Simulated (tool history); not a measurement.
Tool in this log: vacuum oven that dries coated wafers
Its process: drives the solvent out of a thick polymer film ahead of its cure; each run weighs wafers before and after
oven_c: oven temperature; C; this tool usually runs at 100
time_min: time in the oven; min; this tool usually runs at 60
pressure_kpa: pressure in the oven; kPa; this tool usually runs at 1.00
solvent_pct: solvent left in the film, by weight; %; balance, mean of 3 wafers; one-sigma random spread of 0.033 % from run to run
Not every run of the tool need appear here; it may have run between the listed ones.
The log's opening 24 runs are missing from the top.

run	hour	oven_c	time_min	pressure_kpa	solvent_pct
25	587.7	100	36	1.00	2.89
26	618.4	100	36	1.00	2.93
27	636.8	100	36	1.00	2.87
28	662.0	100	36	1.00	2.90
29	697.5	93	36	1.72	5.13
30	715.5	87	60	1.00	4.45
31	739.4	100	39	1.37	2.70
32	768.3	100	39	1.37	2.68
33	798.3	93	39	1.43	4.74
34	826.2	93	39	1.43	4.69
35	850.7	86	38	1.43	6.92
36	882.6	86	103	2.40	3.40
37	910.9	89	54	0.53	4.17
# hour 923.8: oven's thermocouples calibrated
38	938.3	111	39	1.44	0.86
39	965.7	104	104	2.65	1.05
40	1000.6	99	76	0.77	0.88
41	1022.1	100	42	3.05	2.98
42	1055.8	105	42	1.19	1.37
43	1078.3	105	42	1.19	1.40
44	1109.5	105	42	1.19	1.35
45	1128.7	92	58	0.90	3.03
46	1144.2	110	33	1.93	1.38
47	1168.8	110	33	1.93	1.40

4 options for the next run, each taken on its own from the tool as it stands now. Forecast them:
A	1195.6	110	94	0.81	?
B	1195.6	100	46	3.04	?
C	1195.6	100	60	1.56	?
D	1195.6	100	60	0.51	?

run	solvent_pct
A	0.39
B	2.61
C	1.52
D	1.13
Take away the tool's hidden state, keep each run's random variation, and the runs would have read:
run	solvent_pct
A	0.27
B	2.40
C	1.32
D	0.94
